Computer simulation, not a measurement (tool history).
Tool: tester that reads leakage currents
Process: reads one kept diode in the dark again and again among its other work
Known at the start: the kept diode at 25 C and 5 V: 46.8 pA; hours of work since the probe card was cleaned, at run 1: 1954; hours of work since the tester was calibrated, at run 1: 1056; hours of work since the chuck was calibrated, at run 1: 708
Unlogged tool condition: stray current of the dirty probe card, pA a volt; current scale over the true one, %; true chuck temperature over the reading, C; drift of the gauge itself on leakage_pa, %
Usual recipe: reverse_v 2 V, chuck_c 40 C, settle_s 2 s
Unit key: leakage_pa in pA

| run | hour | reverse_v | chuck_c | settle_s | hours of work since the probe card was cleaned | hours of work since the tester was calibrated | hours of work since the chuck was calibrated | leakage_pa |
|---|---|---|---|---|---|---|---|---|
| 1 | 0 | 2 | 40 | 2 | 1954 | 1056 | 708 | 119.28 |
| 2 | 174.3 | 2 | 40 | 0.91 | 2056 | 1158 | 810 | 119.54 |
|  | 197.8 | chuck's temperature calibrated |
|  | 314.8 | probe card cleaned and baked |
| 3 | 324.9 | 2 | 40 | 0.91 | 6 | 1244 | 73 | 125.35 |
| 4 | 479.5 | 2 | 40 | 0.91 | 96 | 1334 | 163 | 124.64 |
| 5 | 565.6 | 2 | 40 | 0.91 | 147 | 1385 | 214 | 124.06 |
| 6 | 732 | 2 | 40 | 0.91 | 244 | 1482 | 311 | 123.65 |
| 7 | 862.1 | 2 | 40 | 0.34 | 320 | 1558 | 387 | 123.87 |
| 8 | 1022.1 | 8.53 | 40 | 2 | 414 | 1652 | 481 | 217.98 |
| 9 | 1183.8 | 8.53 | 40 | 2 | 509 | 1747 | 576 | 216.89 |
| 10 | 1349.9 | 8.53 | 40 | 3.91 | 606 | 1844 | 673 | 214.66 |
| 11 | 1497.4 | 8.53 | 40 | 3.91 | 693 | 1930 | 759 | 214.76 |
|  | 1612.6 | chuck's temperature calibrated |
| 12 | 1626.7 | 6.53 | 47 | 3.68 | 767 | 2005 | 8 | 366.77 |
| 13 | 1787 | 2 | 38 | 0.89 | 861 | 2099 | 102 | 106.6 |
| 14 | 1895.5 | 2 | 38 | 0.89 | 925 | 2162 | 166 | 106.28 |
| 15 | 2074.2 | 2 | 38 | 0.89 | 1029 | 2267 | 270 | 106.27 |
| 16 | 2237.6 | 2 | 38 | 0.89 | 1125 | 2363 | 366 | 104.88 |
| 17 | 2398 | 2 | 52 | 2 | 1219 | 2456 | 460 | 332.95 |
| 18 | 2495 | 2 | 52 | 2 | 1276 | 2513 | 517 | 330.25 |
| 19 | 2646.4 | 2 | 52 | 2 | 1364 | 2602 | 605 | 329.63 |
| 20 | 2784.5 | 2 | 52 | 2 | 1445 | 2683 | 686 | 327.27 |
| 21 | 2961.2 | 2 | 52 | 2 | 1549 | 2786 | 790 | 324.73 |
|  | 3031.8 | chuck's temperature calibrated |
| 22 | 3045.8 | 6.48 | 48 | 2.15 | 1597 | 2835 | 8 | 390.16 |

What if the next run were any one of these 4? Each begins from the tool's condition after run 22:
| A | 3137 | 6.17 | 21 | 2.45 | 1650 | 2888 | 62 | ? |
| B | 3137 | 13.5 | 20 | 1.25 | 1650 | 2888 | 62 | ? |
| C | 3137 | 6.48 | 57 | 0.91 | 1650 | 2888 | 62 | ? |
| D | 3137 | 6.82 | 40 | 2.15 | 1650 | 2888 | 62 | ? |

| run | leakage_pa |
|---|---|
| A | 38.21 |
| B | 52.57 |
| C | 796.93 |
| D | 207.29 |
Without the tool's hidden state the same runs would have given:
| run | leakage_pa |
|---|---|
| A | 35.17 |
| B | 45.48 |
| C | 804.2 |
| D | 206.13 |
